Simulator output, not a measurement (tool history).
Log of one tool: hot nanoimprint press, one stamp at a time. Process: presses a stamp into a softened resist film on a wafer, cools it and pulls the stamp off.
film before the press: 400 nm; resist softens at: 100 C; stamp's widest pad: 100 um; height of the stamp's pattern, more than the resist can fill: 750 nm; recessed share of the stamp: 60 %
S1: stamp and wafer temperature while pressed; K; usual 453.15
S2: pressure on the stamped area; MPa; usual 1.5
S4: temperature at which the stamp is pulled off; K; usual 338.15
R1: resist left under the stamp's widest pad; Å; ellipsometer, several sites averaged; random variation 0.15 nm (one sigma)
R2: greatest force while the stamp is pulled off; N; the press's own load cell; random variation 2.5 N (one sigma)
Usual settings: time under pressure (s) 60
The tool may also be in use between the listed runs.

{"run": 1, "hour": 0.0, "S1": 453.15, "S2": 1.5, "time under pressure (s)": 60, "S4": 338.15, "R1": 1697, "R2": 239}
{"run": 2, "hour": 13.5, "S1": 453.15, "S2": 1.5, "time under pressure (s)": 38, "S4": 338.15, "R1": 1988, "R2": 248}
{"run": 3, "hour": 28.7, "S1": 453.15, "S2": 1.5, "time under pressure (s)": 38, "S4": 338.15, "R1": 1988, "R2": 255}
{"run": 4, "hour": 43.1, "S1": 453.15, "S2": 1.5, "time under pressure (s)": 60, "S4": 336.15, "R1": 1699, "R2": 263}
{"run": 5, "hour": 56.9, "S1": 453.15, "S2": 1.5, "time under pressure (s)": 96, "S4": 338.15, "R1": 1424, "R2": 258}
{"hour": 71.9, "done": "stamp cleaned and given a new release coat"}
{"run": 6, "hour": 82.1, "S1": 453.15, "S2": 1.5, "time under pressure (s)": 96, "S4": 338.15, "R1": 1426, "R2": 213}
{"run": 7, "hour": 100.2, "S1": 453.15, "S2": 1.5, "time under pressure (s)": 96, "S4": 338.15, "R1": 1424, "R2": 220}
{"run": 8, "hour": 120.2, "S1": 453.15, "S2": 1.5, "time under pressure (s)": 60, "S4": 338.15, "R1": 1698, "R2": 223}
{"run": 9, "hour": 133.4, "S1": 453.15, "S2": 1.5, "time under pressure (s)": 116, "S4": 338.15, "R1": 1327, "R2": 220}
{"run": 10, "hour": 146.7, "S1": 453.15, "S2": 1.5, "time under pressure (s)": 116, "S4": 338.15, "R1": 1325, "R2": 230}
{"run": 11, "hour": 157.0, "S1": 453.15, "S2": 1.5, "time under pressure (s)": 45, "S4": 338.15, "R1": 1874, "R2": 239}
{"run": 12, "hour": 170.0, "S1": 453.15, "S2": 1.5, "time under pressure (s)": 45, "S4": 338.15, "R1": 1873, "R2": 239}
{"hour": 174.7, "done": "plate thermocouple calibrated"}
{"run": 13, "hour": 189.5, "S1": 453.15, "S2": 1.5, "time under pressure (s)": 45, "S4": 338.15, "R1": 1843, "R2": 240}
{"run": 14, "hour": 205.7, "S1": 453.15, "S2": 1.5, "time under pressure (s)": 53, "S4": 338.15, "R1": 1739, "R2": 243}
{"run": 15, "hour": 221.0, "S1": 453.15, "S2": 1.5, "time under pressure (s)": 53, "S4": 338.15, "R1": 1744, "R2": 250}
{"run": 16, "hour": 243.7, "S1": 453.15, "S2": 1.5, "time under pressure (s)": 68, "S4": 330.15, "R1": 1592, "R2": 264}
{"run": 17, "hour": 255.9, "S1": 453.15, "S2": 1.5, "time under pressure (s)": 68, "S4": 330.15, "R1": 1591, "R2": 274}

The next listed run, before its measurement:
{"hour": 270.3, "done": "plate thermocouple calibrated, once more"}
{"hour": 281.6, "done": "stamp cleaned and given a new release coat"}
{"run": 18, "hour": 285.2, "S1": 453.15, "S2": 1.5, "time under pressure (s)": 68, "S4": 330.15, "R1": "?", "R2": "?"}

R1: 1677 Å
R2: 219 N
Without the tool's hidden state the same run would have given R1 1649 Å, R2 218 N.

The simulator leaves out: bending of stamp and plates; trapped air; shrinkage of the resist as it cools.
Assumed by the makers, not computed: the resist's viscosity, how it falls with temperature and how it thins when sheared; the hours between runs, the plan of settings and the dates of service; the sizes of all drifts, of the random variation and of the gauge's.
